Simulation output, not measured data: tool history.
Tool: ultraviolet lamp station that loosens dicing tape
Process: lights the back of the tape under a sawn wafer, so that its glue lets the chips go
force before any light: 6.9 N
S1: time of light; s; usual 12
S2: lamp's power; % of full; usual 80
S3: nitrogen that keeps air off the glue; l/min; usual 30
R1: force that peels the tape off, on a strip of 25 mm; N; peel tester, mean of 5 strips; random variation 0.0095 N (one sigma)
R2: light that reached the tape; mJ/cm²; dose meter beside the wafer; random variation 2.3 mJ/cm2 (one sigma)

run    hour  S1  S2  S3     R1   R2
  1       0  12  80  30  0.741  152
  2    30.5  12  80  30  0.769  153
  3    81.8  12  80  30  0.787  148
  4   115.5  12  80  23  0.956  147
  5   162.8   7  80  30  1.872   83
  6   208.6   7  80  30  1.831   82
        229  -- window cleaned of glue's vapour
  7   231.8   7  80  30  2.003   78
  8   276.5   7  80  30  2.107   77
  9   302.4   7  80  30  2.009   77
 10   343.5  12  80  30  0.966  130
 11   386.4  12  80  19  1.355  131
      409.4  -- lamp changed
 12   410.1  12  80  19  0.759  182
 13     442  12  80  19  0.759  176
 14     468  12  80  19  0.745  180
        488  -- window cleaned of glue's vapour, once more
 15   501.8  12  80  19  0.586  207
 16   553.3  12  80  30  0.435  206
 17   600.3  12  80  30  0.426  208
 18   645.8  12  80  30  0.443  199
 19   681.1  12  80  30  0.456  198
 20   727.8   7  80  30  1.157  116
 21   778.9  12  80  30  0.481  196
 22   827.6  12  80  30  0.487  194
 23   858.1  17  67  30  0.377  228
 24   887.5  17  67  30  0.362  227
 25   936.2  17  67  30  0.383  223
 26   961.5  13  90  11  0.794  225
 27   989.6  17  84  30  0.291  275
 28  1029.3  23  70  31  0.253  305
 29  1078.3  23  96  13  0.286  408
 30  1100.7  23  61  10  0.649  261
     1113.8  -- window cleaned of glue's vapour
 31  1126.7  23  86  30  0.241  401
 32  1148.5  10  61  13  1.798  124
 33  1181.9  16  78  47   0.28  247
 34  1202.9  16  78  47  0.264  247
 35  1240.7  11  66  30  0.836  138
 36  1290.1   8  66  31  1.398  103
 37  1313.9  16  79  44  0.287  240
 38  1336.1   7  81  10  2.356  109
 39  1387.4  22  80  30   0.26  329
 40    1420  12  73  11  1.319  164
 41  1464.7  12  73  11   1.38  162
 42  1503.5  12  73  11   1.35  157
 43    1551  12  68  11  1.544  144

The same runs without the tool's hidden state, with the same run-to-run variation:
The hidden state here: lamp's light, % of a new lamp's; light that the window lets through, % of a clean one's; drift of the gauge itself on peel_n, %; drift of the gauge itself on dose_mj_cm2, %.
run     R1   R2
  1   0.41  215
  2  0.417  218
  3  0.417  215
  4  0.496  214
  5   1.05  124
  6   1.01  124
  7  1.027  125
  8  1.055  124
  9  0.999  126
 10  0.405  216
 11  0.564  219
 12  0.565  215
 13  0.558  210
 14  0.539  216
 15  0.562  212
 16  0.411  214
 17  0.395  218
 18  0.404  211
 19  0.409  212
 20  1.018  126
 21  0.414  215
 22  0.411  216
 23  0.326  255
 24  0.308  256
 25  0.323  255
 26  0.622  259
 27  0.261  318
 28  0.235  357
 29  0.258  485
 30   0.48  311
 31  0.237  445
 32  1.553  138
 33  0.259  278
 34  0.243  280
 35  0.661  158
 36  1.118  119
 37  0.258  280
 38  1.976  127
 39  0.245  391
 40  0.991  196
 41   1.02  196
 42   0.98  193
 43  1.117  179
